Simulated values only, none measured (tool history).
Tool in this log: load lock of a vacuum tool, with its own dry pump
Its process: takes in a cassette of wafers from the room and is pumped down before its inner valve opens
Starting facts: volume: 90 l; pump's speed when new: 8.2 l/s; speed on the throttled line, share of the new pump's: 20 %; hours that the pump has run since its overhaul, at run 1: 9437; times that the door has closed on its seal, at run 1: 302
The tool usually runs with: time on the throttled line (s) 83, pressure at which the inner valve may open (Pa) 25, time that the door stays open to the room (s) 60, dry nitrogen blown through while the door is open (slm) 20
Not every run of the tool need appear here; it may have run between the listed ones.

run	hour	time on the throttled line (s)	pressure at which the inner valve may open (Pa)	time that the door stays open to the room (s)	dry nitrogen blown through while the door is open (slm)	hours that the pump has run since its overhaul	times that the door has closed on its seal	incoming humidity of the room's air, %	time from the closed door until the inner valve may open (s)	rise of the pressure with all valves shut (Pa/min)
1	0	83	25	60	20	9437	302	48.2	165.3	0.041
2	211.1	83	25	60	20	9648	966	44	164.2	0.043
3	568.9	83	25	60	20	10006	2091	42.5	164.5	0.049
4	847.7	83	25	60	20	10285	2968	43.2	165.5	0.06
5	1055.8	83	25	60	20	10493	3622	47.6	164.5	0.069
6	1389.1	83	25	60	20	10826	4670	42.3	164.3	0.069
7	1594.3	83	45	60	20	11031	5316	44.5	157.5	0.08
8	1743.7	83	46	60	20	11181	5786	44.4	157.6	0.086
9	2074.2	83	46	60	20	11511	6825	41.9	157.9	0.107
10	2319.8	83	25	60	5	11757	7598	40.8	166	0.125
11	2578.5	83	25	60	5	12016	8411	45.5	166.9	0.144
12	2785.6	83	25	60	5	12223	9063	45.5	167	0.155
13	3041.2	83	25	60	31	12478	9867	45.3	167.9	0.143
14	3346.5	83	25	60	31	12784	10827	45	167.3	0.156
15	3535.2	83	25	74	31	12972	11421	43.7	168	0.179

For run 16, what comes out?
16	3830.8	83	25	74	9	13268	12350	40.1	?	?

time from the closed door until the inner valve may open (s): 168.7
rise of the pressure with all valves shut (Pa/min): 0.202
Minus the tool's unlogged condition, the same run would have read time from the closed door until the inner valve may open (s) 159.1, rise of the pressure with all valves shut (Pa/min) 0.043.

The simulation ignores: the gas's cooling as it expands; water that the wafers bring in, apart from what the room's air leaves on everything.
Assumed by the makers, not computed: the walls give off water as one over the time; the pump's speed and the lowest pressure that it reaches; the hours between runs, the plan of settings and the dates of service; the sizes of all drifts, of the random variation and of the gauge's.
